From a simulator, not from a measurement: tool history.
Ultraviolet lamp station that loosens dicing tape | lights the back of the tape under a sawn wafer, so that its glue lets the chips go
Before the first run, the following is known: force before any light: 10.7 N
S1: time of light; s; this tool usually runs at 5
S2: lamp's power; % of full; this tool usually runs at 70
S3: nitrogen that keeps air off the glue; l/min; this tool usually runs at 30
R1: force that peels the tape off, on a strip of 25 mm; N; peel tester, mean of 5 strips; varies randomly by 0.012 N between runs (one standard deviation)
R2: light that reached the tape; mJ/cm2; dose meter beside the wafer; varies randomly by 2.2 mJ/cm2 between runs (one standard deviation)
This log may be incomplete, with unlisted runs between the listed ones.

run 1 hour=0.0 | S1=5 S2=70 S3=30 | R1=0.553 R2=201
run 2 hour=11.9 | S1=5 S2=70 S3=30 | R1=0.562 R2=201
run 3 hour=31.0 | S1=5 S2=70 S3=30 | R1=0.541 R2=203
run 4 hour=45.6 | S1=5 S2=70 S3=30 | R1=0.553 R2=205
run 5 hour=71.1 | S1=5 S2=85 S3=30 | R1=0.376 R2=251
run 6 hour=92.7 | S1=5 S2=85 S3=30 | R1=0.387 R2=250
run 7 hour=106.8 | S1=5 S2=73 S3=16 | R1=0.809 R2=213
run 8 hour=125.4 | S1=9 S2=70 S3=19 | R1=0.263 R2=369
run 9 hour=143.3 | S1=9 S2=70 S3=30 | R1=0.238 R2=369
run 10 hour=167.6 | S1=2 S2=70 S3=42 | R1=2.520 R2=81
run 11 hour=193.0 | S1=2 S2=82 S3=10 | R1=3.624 R2=95

Predict each of these 4 candidate next runs independently; none follows another, all start after run 11:
run A hour=205.4 | S1=5 S2=82 S3=10 | R1=? R2=?
run B hour=205.4 | S1=9 S2=70 S3=30 | R1=? R2=?
run C hour=205.4 | S1=3 S2=82 S3=12 | R1=? R2=?
run D hour=205.4 | S1=4 S2=70 S3=30 | R1=? R2=?

run=A R1=0.919 R2=236
run=B R1=0.236 R2=366
run=C R1=2.048 R2=144
run=D R1=0.872 R2=162
With the hidden condition removed and each run's random variation left untouched, the same runs would have given:
run=A R1=0.915 R2=237
run=B R1=0.236 R2=367
run=C R1=2.042 R2=144
run=D R1=0.869 R2=163
